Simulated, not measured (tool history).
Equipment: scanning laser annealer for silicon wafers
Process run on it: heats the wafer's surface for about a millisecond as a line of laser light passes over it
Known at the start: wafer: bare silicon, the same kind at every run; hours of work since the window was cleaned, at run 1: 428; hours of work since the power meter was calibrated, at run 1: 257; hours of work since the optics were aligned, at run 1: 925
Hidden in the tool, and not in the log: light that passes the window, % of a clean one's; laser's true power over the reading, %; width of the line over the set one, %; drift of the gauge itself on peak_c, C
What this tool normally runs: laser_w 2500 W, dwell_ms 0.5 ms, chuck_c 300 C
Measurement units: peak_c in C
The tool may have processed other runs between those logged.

| run | hour | laser_w | dwell_ms | chuck_c | hours of work since the window was cleaned | hours of work since the power meter was calibrated | hours of work since the optics were aligned | peak_c |
|---|---|---|---|---|---|---|---|---|
| 1 | 0 | 2500 | 0.5 | 300 | 428 | 257 | 925 | 990 |
| 2 | 9.9 | 2500 | 0.5 | 300 | 434 | 263 | 931 | 991 |
| 3 | 18.5 | 2500 | 0.5 | 300 | 439 | 268 | 936 | 989 |
| 4 | 32.1 | 2500 | 0.5 | 300 | 446 | 276 | 944 | 986 |
| 5 | 38.7 | 2500 | 0.5 | 300 | 450 | 280 | 948 | 985 |
| 6 | 45.4 | 2500 | 0.5 | 300 | 454 | 283 | 951 | 984 |
| 7 | 52.1 | 2500 | 0.5 | 300 | 458 | 287 | 955 | 988 |
| 8 | 63.8 | 2500 | 0.428 | 300 | 465 | 294 | 962 | 939 |
| 9 | 70.7 | 2500 | 0.5 | 300 | 469 | 298 | 966 | 990 |
| 10 | 78.4 | 2500 | 0.5 | 300 | 473 | 303 | 971 | 988 |
| 11 | 86.4 | 2500 | 0.5 | 300 | 478 | 307 | 975 | 983 |
| 12 | 92.7 | 2500 | 0.5 | 300 | 482 | 311 | 979 | 983 |
| 13 | 99.1 | 2500 | 0.5 | 300 | 485 | 315 | 983 | 987 |
| 14 | 106.1 | 2500 | 0.5 | 300 | 489 | 319 | 987 | 985 |
| 15 | 115 | 2500 | 0.5 | 300 | 495 | 324 | 992 | 987 |
| 16 | 129.3 | 2500 | 0.5 | 300 | 503 | 332 | 1000 | 986 |
| 17 | 142.7 | 2500 | 0.5 | 300 | 511 | 340 | 1008 | 986 |
| 18 | 152 | 2500 | 0.473 | 300 | 516 | 345 | 1013 | 966 |
| 19 | 165.3 | 2500 | 0.473 | 300 | 524 | 353 | 1021 | 969 |
| 20 | 178 | 2435 | 0.5 | 300 | 531 | 360 | 1028 | 966 |
| 21 | 184.8 | 2435 | 0.5 | 300 | 535 | 364 | 1032 | 969 |
| 22 | 197.4 | 2214 | 0.392 | 294 | 542 | 372 | 1040 | 837 |
| 23 | 204.6 | 2143 | 0.5 | 300 | 547 | 376 | 1044 | 881 |
| 24 | 220 | 2143 | 0.415 | 329 | 556 | 385 | 1053 | 862 |
| 25 | 230.8 | 2143 | 0.415 | 329 | 562 | 391 | 1059 | 864 |
| 26 | 240.1 | 2500 | 0.614 | 338 | 567 | 396 | 1065 | 1089 |
| 27 | 247.4 | 2500 | 0.614 | 338 | 572 | 401 | 1069 | 1089 |
| 28 | 258.5 | 2500 | 0.614 | 338 | 578 | 407 | 1075 | 1089 |
| 29 | 272.6 | 2500 | 0.614 | 338 | 586 | 415 | 1083 | 1090 |
| 30 | 283.4 | 2346 | 0.614 | 303 | 592 | 422 | 1090 | 1004 |
| 31 | 293.9 | 2551 | 0.513 | 290 | 599 | 428 | 1096 | 993 |
| 32 | 304 | 2366 | 0.489 | 284 | 604 | 434 | 1102 | 920 |
| 33 | 311.4 | 2203 | 0.463 | 282 | 609 | 438 | 1106 | 859 |
| 34 | 319.6 | 2289 | 0.5 | 299 | 613 | 443 | 1111 | 920 |
| 35 | 327.6 | 2517 | 0.519 | 287 | 618 | 447 | 1115 | 987 |
| 36 | 338.1 | 2566 | 0.56 | 298 | 624 | 453 | 1121 | 1039 |
| 37 | 346.3 | 2566 | 0.56 | 298 | 629 | 458 | 1126 | 1036 |
| 38 | 354.5 | 2649 | 0.5 | 282 | 634 | 463 | 1131 | 1004 |
| 39 | 364.9 | 2500 | 0.5 | 337 | 640 | 469 | 1137 | 1020 |
| 40 | 374.5 | 2500 | 0.5 | 337 | 645 | 475 | 1143 | 1020 |

Selected run-to-run steps in peak_c, each split into two signed amounts: the part the tool would show with no hidden state at all (from settings, incoming material and random variation), and the remainder, which goes to the hidden state together with any gauge scatter not common to the measured and the hidden-state-free results:
Run 21 -> 22: laser_w 2435 -> 2214, dwell_ms 0.5 -> 0.392, chuck_c 300 -> 294. peak_c -132 C: hidden state +3, all else -135.
Run 25 -> 26: laser_w 2143 -> 2500, dwell_ms 0.415 -> 0.614, chuck_c 329 -> 338. peak_c +225 C: hidden state -6, all else +231.
Run 29 -> 30: laser_w 2500 -> 2346, chuck_c 338 -> 303. peak_c -86 C: hidden state +2, all else -88.
Run 34 -> 35: laser_w 2289 -> 2517, dwell_ms 0.5 -> 0.519, chuck_c 299 -> 287. peak_c +67 C: hidden state -3, all else +70.

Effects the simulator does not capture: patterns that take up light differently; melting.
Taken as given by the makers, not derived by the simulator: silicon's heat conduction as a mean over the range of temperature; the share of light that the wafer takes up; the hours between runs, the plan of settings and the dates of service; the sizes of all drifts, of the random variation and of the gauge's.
